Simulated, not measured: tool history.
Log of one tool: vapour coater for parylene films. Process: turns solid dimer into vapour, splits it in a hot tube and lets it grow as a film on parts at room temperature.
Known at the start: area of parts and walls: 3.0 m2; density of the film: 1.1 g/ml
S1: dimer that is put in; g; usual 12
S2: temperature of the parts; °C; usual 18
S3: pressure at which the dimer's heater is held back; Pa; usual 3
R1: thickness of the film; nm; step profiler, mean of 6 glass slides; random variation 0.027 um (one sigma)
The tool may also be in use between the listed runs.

run	hour	S1	S2	S3	R1
1	0	12	18	3	2180
2	28.5	14	18	3	2540
3	74.5	14	18	3	2480
4	132.1	6	18	3	1020
# hour 170.7: trap's valve overhauled
5	190.9	9	18	3	1730
6	228.2	9	18	3	1660
7	290.5	12	18	3	2240
8	337.4	12	18	3	2220
9	395.3	12	18	3	2210
10	433.5	12	13	3	2690
11	477.3	12	18	3	2150
# hour 500.5: table's thermometer calibrated
12	517.1	12	10	3	3290
13	545.6	12	10	3	3340
14	601.8	12	10	3	3250
# hour 657.1: trap's valve overhauled
15	664.8	12	10	3	3380
16	696.3	12	10	3	3480
17	746.4	11	18	3	2200
18	780	11	18	3	2190
19	827.8	11	18	3	2150
20	866.7	8	18	3	1520
21	902.2	8	18	3	1540
22	933.4	8	18	3	1510
23	959.7	6	26	8.17	640
24	985.4	6	26	8.17	690
25	1014.2	14	15	2.88	3050
26	1065.4	21	18	3.3	3870
27	1127.1	21	18	8.42	3130
# hour 1141: trap's valve overhauled
28	1169.6	21	18	8.42	3390
29	1225.8	22	26	2.3	3180
30	1281.6	15	16	6.22	2740
31	1316.7	9	13	6.99	1840
32	1378.3	13	11	3	3460
33	1413.9	13	21	3	2170
34	1469.2	5	24	4.62	670
35	1512.4	5	24	4.9	630
36	1572.2	8	24	4.04	1040
37	1607.2	18	18	4.04	3150
# hour 1624.4: trap's valve overhauled
38	1663	16	24	3	2360
39	1723.7	21	24	3	3080

Forecast run 40:
40	1779	8	20	11.39	?

Run 40 gave R1 1080 nm.
Without the tool's hidden state the same run would have given R1 1130 nm.

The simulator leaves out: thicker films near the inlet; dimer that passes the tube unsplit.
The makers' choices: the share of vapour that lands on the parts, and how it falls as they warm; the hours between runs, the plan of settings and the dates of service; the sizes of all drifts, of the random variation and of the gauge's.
